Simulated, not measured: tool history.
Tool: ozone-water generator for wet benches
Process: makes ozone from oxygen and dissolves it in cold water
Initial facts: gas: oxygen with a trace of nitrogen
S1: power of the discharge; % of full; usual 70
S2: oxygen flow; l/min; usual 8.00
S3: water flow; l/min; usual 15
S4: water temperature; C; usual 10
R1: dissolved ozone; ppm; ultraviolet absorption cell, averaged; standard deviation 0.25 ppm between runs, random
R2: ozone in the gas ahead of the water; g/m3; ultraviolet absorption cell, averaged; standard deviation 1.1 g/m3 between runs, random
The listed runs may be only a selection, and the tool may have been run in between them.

| run | day | S1 | S2 | S3 | S4 | R1 | R2 |
|---|---|---|---|---|---|---|---|
| 1 | 0.000 | 70 | 8.00 | 15 | 10 | 32.3 | 171.7 |
| 2 | 2.062 | 99 | 8.00 | 15 | 10 | 41.3 | 216.4 |
| 3 | 5.996 | 70 | 8.00 | 15 | 10 | 32.6 | 169.3 |
| 4 | 8.408 | 70 | 13.14 | 15 | 10 | 29.1 | 127.1 |
| 5 | 11.850 | 70 | 13.14 | 15 | 10 | 28.9 | 127.3 |
| 6 | 14.333 | 70 | 13.14 | 15 | 10 | 28.4 | 124.9 |
| 7 | 15.988 | 70 | 13.14 | 15 | 10 | 28.7 | 125.0 |
| 8 | 18.179 | 70 | 13.14 | 15 | 10 | 28.4 | 124.9 |
| 9 | 21.562 | 70 | 13.14 | 15 | 10 | 28.4 | 123.5 |
| 10 | 24.421 | 70 | 13.14 | 15 | 10 | 27.7 | 124.9 |
| 11 | 26.079 | 70 | 8.00 | 15 | 10 | 31.1 | 166.6 |
| 12 | 28.158 | 70 | 8.00 | 15 | 10 | 30.9 | 168.1 |
| 13 | 30.562 | 68 | 8.00 | 15 | 10 | 30.7 | 164.6 |
| 14 | 34.004 | 68 | 8.00 | 15 | 10 | 30.6 | 162.5 |
| 15 | 37.050 | 68 | 8.00 | 15 | 10 | 30.4 | 162.0 |
| 16 | 38.646 | 68 | 8.00 | 15 | 10 | 30.3 | 161.3 |
| 17 | 41.512 | 68 | 8.00 | 15 | 10 | 30.7 | 162.0 |
| 18 | 44.938 | 70 | 8.00 | 17 | 10 | 28.2 | 166.4 |
| 19 | 47.992 | 70 | 4.58 | 17 | 10 | 29.0 | 230.7 |
| 20 | 49.938 | 68 | 8.00 | 15 | 10 | 30.1 | 161.2 |
| 21 | 52.642 | 68 | 8.00 | 15 | 10 | 30.4 | 161.2 |
| 22 | 54.638 | 68 | 8.00 | 15 | 10 | 29.8 | 158.4 |
| 23 | 58.471 | 42 | 8.00 | 15 | 10 | 21.4 | 115.0 |
| 24 | 60.704 | 76 | 6.10 | 9 | 7 | 49.8 | 200.8 |
| 25 | 64.592 | 76 | 6.10 | 9 | 7 | 48.5 | 202.4 |
| 26 | 66.971 | 65 | 9.75 | 22 | 10 | 20.5 | 136.3 |
| 27 | 69.475 | 59 | 8.00 | 18 | 10 | 23.3 | 142.4 |
| 28 | 73.412 | 59 | 8.00 | 18 | 10 | 23.2 | 143.4 |
| 29 | 75.833 | 51 | 8.82 | 12 | 9 | 27.8 | 122.9 |
| 30 | 79.350 | 51 | 8.82 | 12 | 9 | 27.5 | 121.9 |
| 31 | 82.600 | 70 | 13.40 | 14 | 11 | 26.3 | 116.0 |
| 32 | 86.208 | 47 | 12.25 | 22 | 10 | 15.5 | 93.2 |

Hidden state or all else? Some run-to-run changes of R1, split into what the settings, what came in and random variation would give without the hidden state, and what is left for the hidden state (with any gauge scatter that isn't in both results):
Hidden conditions of the tool in this case: yield of the discharge, % of new electrodes'; contactor's efficiency, % of a clean one's; true water temperature over the reading, C; drift of the gauge itself on ozone_ppm, %; drift of the gauge itself on gas_g_m3, %.
Run 23 -> 24: S1 42 -> 76, S2 8.00 -> 6.10, S3 15 -> 9, S4 10 -> 7. R1 +28.4 ppm: hidden state -8.3, all else +36.7.
Run 25 -> 26: S1 76 -> 65, S2 6.10 -> 9.75, S3 9 -> 22, S4 7 -> 10. R1 -28.0 ppm: hidden state +6.3, all else -34.3.
Run 31 -> 32: S1 70 -> 47, S2 13.40 -> 12.25, S3 14 -> 22, S4 11 -> 10. R1 -10.8 ppm: hidden state +3.7, all else -14.5.

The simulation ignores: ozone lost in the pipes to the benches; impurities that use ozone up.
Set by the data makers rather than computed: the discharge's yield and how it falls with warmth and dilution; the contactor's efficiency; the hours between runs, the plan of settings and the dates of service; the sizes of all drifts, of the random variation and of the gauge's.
